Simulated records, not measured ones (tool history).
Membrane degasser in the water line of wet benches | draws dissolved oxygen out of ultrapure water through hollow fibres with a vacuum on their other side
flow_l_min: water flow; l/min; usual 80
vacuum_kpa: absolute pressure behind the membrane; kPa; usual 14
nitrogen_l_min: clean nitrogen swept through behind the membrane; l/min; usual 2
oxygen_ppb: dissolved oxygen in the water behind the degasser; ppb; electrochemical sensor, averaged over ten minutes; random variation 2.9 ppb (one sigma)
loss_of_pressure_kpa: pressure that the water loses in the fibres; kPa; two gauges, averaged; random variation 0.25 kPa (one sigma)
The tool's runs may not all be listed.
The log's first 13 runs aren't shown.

Run 14, day 18.521: usual settings. Result: oxygen_ppb 855.8 ppb, loss_of_pressure_kpa 68.67 kPa.
Run 15, day 20.433: usual settings. Result: oxygen_ppb 850.7 ppb, loss_of_pressure_kpa 68.66 kPa.
Run 16, day 21.967: usual settings but nitrogen_l_min 5.77 l/min. Result: oxygen_ppb 389.8 ppb, loss_of_pressure_kpa 68.2 kPa.
At day 22.175: vacuum gauge calibrated.
Run 17, day 22.912: usual settings but nitrogen_l_min 5.7 l/min. Result: oxygen_ppb 395.5 ppb, loss_of_pressure_kpa 68.5 kPa.
Run 18, day 24.029: usual settings but vacuum_kpa 28.5 kPa, nitrogen_l_min 1.54 l/min. Result: oxygen_ppb 2046.4 ppb, loss_of_pressure_kpa 68.87 kPa.
Run 19, day 26.071: usual settings but nitrogen_l_min 1.87 l/min. Result: oxygen_ppb 903.3 ppb, loss_of_pressure_kpa 68.53 kPa.
At day 27.533: vacuum gauge calibrated, once more.
Run 20, day 27.917: usual settings but nitrogen_l_min 1.87 l/min. Result: oxygen_ppb 885.9 ppb, loss_of_pressure_kpa 68.77 kPa.
Run 21, day 29.729: usual settings but flow_l_min 105 l/min, vacuum_kpa 15.4 kPa. Result: oxygen_ppb 1173 ppb, loss_of_pressure_kpa 89.97 kPa.
Run 22, day 30.679: usual settings but nitrogen_l_min 1.32 l/min. Result: oxygen_ppb 1117.3 ppb, loss_of_pressure_kpa 68.81 kPa.
Run 23, day 32.158: usual settings but nitrogen_l_min 1.32 l/min. Result: oxygen_ppb 1114.1 ppb, loss_of_pressure_kpa 68.72 kPa.
Run 24, day 33.8: usual settings but flow_l_min 54 l/min, vacuum_kpa 12.5 kPa, nitrogen_l_min 4.62 l/min. Result: oxygen_ppb 263.3 ppb, loss_of_pressure_kpa 46.63 kPa.
Run 25, day 34.933: usual settings but flow_l_min 98 l/min, vacuum_kpa 18 kPa, nitrogen_l_min 3.64 l/min. Result: oxygen_ppb 863.6 ppb, loss_of_pressure_kpa 84.18 kPa.
Run 26, day 36.6: usual settings but flow_l_min 98 l/min, vacuum_kpa 18 kPa, nitrogen_l_min 3.64 l/min. Result: oxygen_ppb 859.7 ppb, loss_of_pressure_kpa 84.71 kPa.
Run 27, day 37.762: usual settings but flow_l_min 82 l/min, vacuum_kpa 9.7 kPa, nitrogen_l_min 3.47 l/min. Result: oxygen_ppb 375.5 ppb, loss_of_pressure_kpa 70.8 kPa.
Run 28, day 38.767: usual settings but vacuum_kpa 8.7 kPa, nitrogen_l_min 5.94 l/min. Result: oxygen_ppb 221.4 ppb, loss_of_pressure_kpa 68.78 kPa.
Run 29, day 39.725: usual settings but vacuum_kpa 8.7 kPa, nitrogen_l_min 5.94 l/min. Result: oxygen_ppb 221.9 ppb, loss_of_pressure_kpa 68.45 kPa.
Run 30, day 41.621: usual settings but vacuum_kpa 8.7 kPa, nitrogen_l_min 5.94 l/min. Result: oxygen_ppb 221.2 ppb, loss_of_pressure_kpa 69.31 kPa.
Run 31, day 43.029: usual settings but flow_l_min 50 l/min, vacuum_kpa 20.1 kPa, nitrogen_l_min 4.33 l/min. Result: oxygen_ppb 449.4 ppb, loss_of_pressure_kpa 42.98 kPa.
Run 32, day 44.825: usual settings but vacuum_kpa 31.6 kPa, nitrogen_l_min 1.02 l/min. Result: oxygen_ppb 2814.5 ppb, loss_of_pressure_kpa 69.04 kPa.

3 ways to go on from here, each from the tool as it stands after run 32. What would each give?
Run A, day 46.192: usual settings but vacuum_kpa 23.7 kPa, nitrogen_l_min 3.52 l/min. Result: oxygen_ppb ?, loss_of_pressure_kpa ?.
Run B, day 46.192: usual settings but vacuum_kpa 31.6 kPa, nitrogen_l_min 1.45 l/min. Result: oxygen_ppb ?, loss_of_pressure_kpa ?.
Run C, day 46.192: usual settings but vacuum_kpa 15.9 kPa, nitrogen_l_min 1.23 l/min. Result: oxygen_ppb ?, loss_of_pressure_kpa ?.

run  oxygen_ppb  loss_of_pressure_kpa
  A       972.6                 69.24
  B      2310.1                 69.74
  C        1340                 68.84
Without the tool's hidden state the same runs would have given:
run  oxygen_ppb  loss_of_pressure_kpa
  A       965.1                 67.99
  B        2306                 68.48
  C      1337.9                 67.59

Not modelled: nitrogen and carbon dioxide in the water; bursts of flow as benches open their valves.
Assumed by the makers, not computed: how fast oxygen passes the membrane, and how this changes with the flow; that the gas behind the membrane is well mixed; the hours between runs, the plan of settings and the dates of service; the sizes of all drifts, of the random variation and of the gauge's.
